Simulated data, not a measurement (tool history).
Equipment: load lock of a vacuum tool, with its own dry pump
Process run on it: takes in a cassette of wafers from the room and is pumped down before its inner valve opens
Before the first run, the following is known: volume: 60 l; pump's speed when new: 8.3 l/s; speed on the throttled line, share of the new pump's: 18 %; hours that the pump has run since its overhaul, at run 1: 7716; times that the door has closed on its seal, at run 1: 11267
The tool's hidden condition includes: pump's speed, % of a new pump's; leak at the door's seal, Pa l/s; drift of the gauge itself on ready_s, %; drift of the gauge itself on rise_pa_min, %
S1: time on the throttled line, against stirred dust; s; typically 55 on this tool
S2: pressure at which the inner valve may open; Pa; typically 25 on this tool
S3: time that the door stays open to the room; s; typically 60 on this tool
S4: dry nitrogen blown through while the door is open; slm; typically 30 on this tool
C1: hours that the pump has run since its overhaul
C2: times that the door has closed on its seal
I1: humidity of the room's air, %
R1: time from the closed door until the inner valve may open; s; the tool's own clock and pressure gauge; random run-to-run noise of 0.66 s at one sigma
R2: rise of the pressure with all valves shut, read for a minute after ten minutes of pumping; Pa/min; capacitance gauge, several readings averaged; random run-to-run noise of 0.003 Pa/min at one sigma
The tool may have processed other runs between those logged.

run,hour,S1,S2,S3,S4,C1,C2,I1,R1,R2
1,0,55,25,60,30,7716,11267,43.8,114.6,0.115
2,690.3,55,25,38,30,8406,13312,43.5,114.4,0.132
3,1058.7,55,25,38,30,8775,14403,49.1,115.2,0.15
4,1514.8,55,25,38,30,9231,15754,44.4,115.6,0.163
5,1921.4,55,25,60,30,9638,16959,47,116.2,0.178
6,2629,55,25,60,30,10345,19055,45.1,117.9,0.204
7,2943.1,49,33,75,27,10659,19985,44.9,110.7,0.228
# hour 3562.1: dry pump taken out, an overhauled one fitted
8,3573,67,36,36,12,11,21834,46.8,112.7,0.247
9,4060,50,24,60,30,498,23276,48.2,101.8,0.266
10,4612.4,50,28,203,30,1050,24913,45.5,102.6,0.303
11,5101.5,50,28,136,30,1539,26362,45.6,100.6,0.318
12,5790.5,50,28,136,30,2228,28403,43.2,103.5,0.348

Forecast each of these 4 alternatives for the next run:
A,6217,50,31,136,30,2655,29666,45.4,?,?
B,6217,40,28,136,6,2655,29666,46.4,?,?
C,6217,90,25,31,30,2655,29666,41.8,?,?
D,6217,50,44,27,30,2655,29666,43.7,?,?

run,R1,R2
A,101.3,0.375
B,94.8,0.397
C,136.2,0.36
D,98.2,0.364
What these runs would have given with no unlogged condition in the tool:
run,R1,R2
A,99.1,0.033
B,92.5,0.052
C,134.2,0.018
D,96.2,0.018
